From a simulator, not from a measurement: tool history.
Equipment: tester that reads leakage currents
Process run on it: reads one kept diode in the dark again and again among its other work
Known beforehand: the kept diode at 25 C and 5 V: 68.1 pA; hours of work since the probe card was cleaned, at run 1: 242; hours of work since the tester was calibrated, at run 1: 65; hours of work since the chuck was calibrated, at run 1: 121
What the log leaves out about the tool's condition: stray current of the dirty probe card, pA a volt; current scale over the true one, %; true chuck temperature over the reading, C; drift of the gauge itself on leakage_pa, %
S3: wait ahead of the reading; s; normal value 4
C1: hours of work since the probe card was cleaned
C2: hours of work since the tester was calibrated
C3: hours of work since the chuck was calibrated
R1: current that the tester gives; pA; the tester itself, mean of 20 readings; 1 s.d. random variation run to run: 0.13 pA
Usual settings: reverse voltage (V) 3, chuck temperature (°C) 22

run 1 hour=0 | reverse_voltage_(V)=3 chuck_temperature_(°C)=22 S3=4 | C1=242 C2=65 C3=121 | R1=40.26
run 2 hour=34.4 | reverse_voltage_(V)=3 chuck_temperature_(°C)=32 S3=4 | C1=268 C2=92 C3=148 | R1=92.06
run 3 hour=88.4 | reverse_voltage_(V)=3 chuck_temperature_(°C)=22 S3=4 | C1=310 C2=133 C3=189 | R1=40.33
run 4 hour=144.1 | reverse_voltage_(V)=5.98 chuck_temperature_(°C)=22 S3=4 | C1=353 C2=176 C3=232 | R1=58.78
run 5 hour=185.5 | reverse_voltage_(V)=3 chuck_temperature_(°C)=22 S3=4 | C1=385 C2=208 C3=264 | R1=40.63
run 6 hour=243.4 | reverse_voltage_(V)=3 chuck_temperature_(°C)=22 S3=4 | C1=429 C2=253 C3=309 | R1=40.6
run 7 hour=290.6 | reverse_voltage_(V)=3 chuck_temperature_(°C)=22 S3=4 | C1=466 C2=289 C3=345 | R1=40.43
run 8 hour=317.9 | reverse_voltage_(V)=3 chuck_temperature_(°C)=22 S3=4 | C1=487 C2=310 C3=366 | R1=40.46
run 9 hour=349 | reverse_voltage_(V)=3 chuck_temperature_(°C)=22 S3=0.43 | C1=511 C2=334 C3=390 | R1=42.57
run 10 hour=401.8 | reverse_voltage_(V)=2.02 chuck_temperature_(°C)=22 S3=4 | C1=551 C2=375 C3=430 | R1=32.78
run 11 hour=429.6 | reverse_voltage_(V)=2.02 chuck_temperature_(°C)=22 S3=4 | C1=573 C2=396 C3=452 | R1=32.6
run 12 hour=460.1 | reverse_voltage_(V)=2.02 chuck_temperature_(°C)=22 S3=4 | C1=596 C2=420 C3=475 | R1=32.53
run 13 hour=506.5 | reverse_voltage_(V)=2.02 chuck_temperature_(°C)=22 S3=4 | C1=632 C2=455 C3=511 | R1=32.7
run 14 hour=531.3 | reverse_voltage_(V)=3 chuck_temperature_(°C)=22 S3=4 | C1=651 C2=474 C3=530 | R1=40.42
run 15 hour=568.7 | reverse_voltage_(V)=3 chuck_temperature_(°C)=22 S3=8.48 | C1=680 C2=503 C3=559 | R1=40.16
run 16 hour=622.7 | reverse_voltage_(V)=3 chuck_temperature_(°C)=22 S3=8.48 | C1=721 C2=545 C3=601 | R1=40.4
run 17 hour=672.8 | reverse_voltage_(V)=3 chuck_temperature_(°C)=22 S3=8.48 | C1=760 C2=583 C3=639 | R1=40.35
run 18 hour=706.7 | reverse_voltage_(V)=3 chuck_temperature_(°C)=22 S3=8.48 | C1=786 C2=609 C3=665 | R1=40.43
run 19 hour=739 | reverse_voltage_(V)=3 chuck_temperature_(°C)=22 S3=8.48 | C1=811 C2=634 C3=690 | R1=40.57
run 20 hour=765.1 | reverse_voltage_(V)=3 chuck_temperature_(°C)=22 S3=4.46 | C1=831 C2=654 C3=710 | R1=40.71
run 21 hour=809.9 | reverse_voltage_(V)=3 chuck_temperature_(°C)=22 S3=4.46 | C1=865 C2=689 C3=745 | R1=40.3
run 22 hour=833.6 | reverse_voltage_(V)=3 chuck_temperature_(°C)=22 S3=4.46 | C1=884 C2=707 C3=763 | R1=40.72
run 23 hour=877.1 | reverse_voltage_(V)=3 chuck_temperature_(°C)=22 S3=4.46 | C1=917 C2=741 C3=796 | R1=40.48
run 24 hour=924.9 | reverse_voltage_(V)=1.54 chuck_temperature_(°C)=48 S3=0.36 | C1=954 C2=777 C3=833 | R1=217.54
run 25 hour=983.2 | reverse_voltage_(V)=1.54 chuck_temperature_(°C)=48 S3=0.43 | C1=999 C2=822 C3=878 | R1=218.18
run 26 hour=1012.4 | reverse_voltage_(V)=1.42 chuck_temperature_(°C)=35 S3=0.4 | C1=1021 C2=845 C3=901 | R1=79.09
run 27 hour=1052.5 | reverse_voltage_(V)=1.42 chuck_temperature_(°C)=22 S3=1.06 | C1=1052 C2=876 C3=931 | R1=27.34
run 28 hour=1104.3 | reverse_voltage_(V)=5.79 chuck_temperature_(°C)=55 S3=4.23 | C1=1092 C2=915 C3=971 | R1=722.55
run 29 hour=1128.3 | reverse_voltage_(V)=11.53 chuck_temperature_(°C)=22 S3=6.99 | C1=1110 C2=934 C3=990 | R1=83.87
run 30 hour=1154.7 | reverse_voltage_(V)=8.35 chuck_temperature_(°C)=20 S3=6.99 | C1=1131 C2=954 C3=1010 | R1=59.21
run 31 hour=1201.7 | reverse_voltage_(V)=13.81 chuck_temperature_(°C)=20 S3=6.99 | C1=1167 C2=990 C3=1046 | R1=77.34
run 32 hour=1231.5 | reverse_voltage_(V)=3 chuck_temperature_(°C)=31 S3=4 | C1=1190 C2=1013 C3=1069 | R1=85.65
run 33 hour=1272.2 | reverse_voltage_(V)=3 chuck_temperature_(°C)=31 S3=4 | C1=1221 C2=1045 C3=1101 | R1=84.94
run 34 hour=1297.1 | reverse_voltage_(V)=3 chuck_temperature_(°C)=24 S3=4.85 | C1=1240 C2=1064 C3=1120 | R1=48.02
run 35 hour=1341.9 | reverse_voltage_(V)=3 chuck_temperature_(°C)=24 S3=4.85 | C1=1275 C2=1098 C3=1154 | R1=47.86
run 36 hour=1395.1 | reverse_voltage_(V)=3 chuck_temperature_(°C)=24 S3=4.85 | C1=1316 C2=1139 C3=1195 | R1=47.87
run 37 hour=1421.1 | reverse_voltage_(V)=1.77 chuck_temperature_(°C)=58 S3=2.31 | C1=1336 C2=1159 C3=1215 | R1=467.91
run 38 hour=1468.7 | reverse_voltage_(V)=3 chuck_temperature_(°C)=22 S3=3.58 | C1=1372 C2=1196 C3=1252 | R1=40.61
run 39 hour=1495.4 | reverse_voltage_(V)=13.65 chuck_temperature_(°C)=25 S3=0.36 | C1=1393 C2=1216 C3=1272 | R1=128.5
-- hour=1506 chuck's temperature calibrated
run 40 hour=1528.7 | reverse_voltage_(V)=13.65 chuck_temperature_(°C)=25 S3=0.36 | C1=1417 C2=1241 C3=17 | R1=129.51
run 41 hour=1577.3 | reverse_voltage_(V)=1.07 chuck_temperature_(°C)=50 S3=3.15 | C1=1455 C2=1278 C3=55 | R1=206.08

Hidden condition of the tool, last listed run before each entry between runs versus first listed run after:
From run 39 to run 40: chuck's temperature calibrated (hour 1506)
  true chuck temperature over the reading, C: 0.02 -> 0
  what was measured, less what the result would be without the hidden state, R1: +0.17 -> +0.03 pA

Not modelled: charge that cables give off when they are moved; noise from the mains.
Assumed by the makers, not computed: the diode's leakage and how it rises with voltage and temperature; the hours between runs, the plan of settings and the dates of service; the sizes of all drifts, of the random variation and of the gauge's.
